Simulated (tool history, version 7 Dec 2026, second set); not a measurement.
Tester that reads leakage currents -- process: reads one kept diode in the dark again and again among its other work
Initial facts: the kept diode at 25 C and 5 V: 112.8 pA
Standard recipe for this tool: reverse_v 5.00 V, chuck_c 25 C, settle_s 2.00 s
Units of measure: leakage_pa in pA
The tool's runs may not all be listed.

run   hour  reverse_v  chuck_c  settle_s  leakage_pa
  1    0.0       5.00       25      2.00      113.57
  2   36.7       5.00       25      8.37      113.28
  3   55.8       5.00       25      8.37      112.79
  4   79.9       5.00       25      8.37      113.10
  5  106.8       5.00       25      0.69      115.77
  6  129.6       5.00       25      1.13      113.81
  7  166.1       5.00       25      1.13      113.99
  8  184.7       5.00       25      0.65      115.57
  9  218.0       5.00       25      1.75      113.98
 10  243.9       5.00       25      1.75      113.89
 11  276.4       5.00       25      2.85      113.20
 12  304.0       5.00       38      2.00      327.32
 13  338.3       5.00       20      0.89       74.94
 14  360.5       1.24       42      0.43      229.39
 15  388.7       1.24       42      0.43      231.29
 16  420.9      13.05       42      2.00      707.42
 17  456.1      13.05       42      2.00      706.02
 18  482.7      13.05       42      2.00      703.53
 19  507.0       7.70       23      1.50      117.95
 20  543.4       7.70       23      1.50      118.13
 21  583.0       7.70       35      1.54      318.07
 22  602.9       7.70       35      1.54      318.11
 23  644.7       5.00       21      4.95       80.16

Consider 5 possible next runs. They are alternatives, not a sequence: every one starts from the tool as it was left by run 23. What does each give?
  A  682.0       1.33       21      3.06           ?
  B  682.0       5.00       24      0.69           ?
  C  682.0       7.37       55      2.00           ?
  D  682.0       5.00       24      4.62           ?
  E  682.0       5.76       22      1.61           ?

run  leakage_pa
  A       42.55
  B      105.66
  C     1394.60
  D      103.98
  E       94.05
Without the tool's unlogged condition, the same runs would have read:
run  leakage_pa
  A       42.52
  B      105.58
  C     1394.07
  D      103.90
  E       93.97
